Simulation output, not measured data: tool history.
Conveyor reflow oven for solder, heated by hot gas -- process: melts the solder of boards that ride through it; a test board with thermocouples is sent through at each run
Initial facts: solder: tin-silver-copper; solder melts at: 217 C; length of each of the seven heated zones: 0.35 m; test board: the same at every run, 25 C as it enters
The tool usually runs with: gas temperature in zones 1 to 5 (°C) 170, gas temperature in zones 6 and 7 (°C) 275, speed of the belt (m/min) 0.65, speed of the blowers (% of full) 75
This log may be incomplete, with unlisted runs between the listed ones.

run,hour,gas temperature in zones 1 to 5 (°C),gas temperature in zones 6 and 7 (°C),speed of the belt (m/min),speed of the blowers (% of full),highest temperature of the board (°C),time above the solder's melting point (s)
1,0,170,275,0.65,75,254.5,48
2,21.2,170,275,0.65,75,254.5,48.1
3,36.4,170,275,0.65,75,253.7,47.6
# hour 63.7: flux residue cleaned out of gas plates and filters
4,77.5,170,275,0.65,75,257,50
5,92.9,170,275,0.658,75,256.5,49
6,124.8,170,275,0.658,75,256.4,48.9
7,152.4,170,275,0.65,75,256.7,49.6
8,178.4,170,275,0.65,75,256,49.7
9,208.9,184,275,0.65,75,259.2,55.2
10,239.5,184,275,0.65,75,258.8,55.5
11,261.9,184,275,0.65,75,258.9,55.1
12,282.5,170,287,0.65,75,266.2,54.4
13,311.4,170,287,0.65,75,265.6,54.3
14,330.1,170,287,0.65,75,266,54.2
# hour 352: belt drive overhauled, speed set with a stopwatch
15,366.9,170,287,0.65,75,265.2,53.1
16,389.3,170,287,0.65,75,264.6,53
17,413.1,170,287,0.65,75,264.8,53.1
18,432.6,170,274,0.776,75,245.8,33.8
19,456.8,170,274,0.776,75,245.7,33.4
20,476.9,171,269,0.674,75,248.2,41.4
21,501.6,156,275,0.65,52,244.2,35.6
22,532,156,275,0.65,52,244.2,35.5
23,548.7,156,275,0.65,52,244.2,35.2
# hour 568.6: flux residue cleaned out of gas plates and filters
24,575.8,164,278,0.617,61,257.6,50.2
25,590.7,164,278,0.617,61,257.3,50.2
26,620.2,175,289,0.594,61,270.4,62.5
27,635,175,289,0.638,61,267.9,57
28,654.5,175,289,0.638,61,267.2,56.7
29,678.9,175,289,0.638,61,267.6,56.7
30,711.6,158,264,0.645,64,242.9,36.5

Expected results for the next run?
31,738.4,184,263,0.733,75,?,?

{"run 31": {"highest temperature of the board (°C)": 245.5, "time above the solder's melting point (s)": 40.3}}
With no hidden state in the tool, this same run would have given highest temperature of the board (°C) 244.2, time above the solder's melting point (s) 39.6.
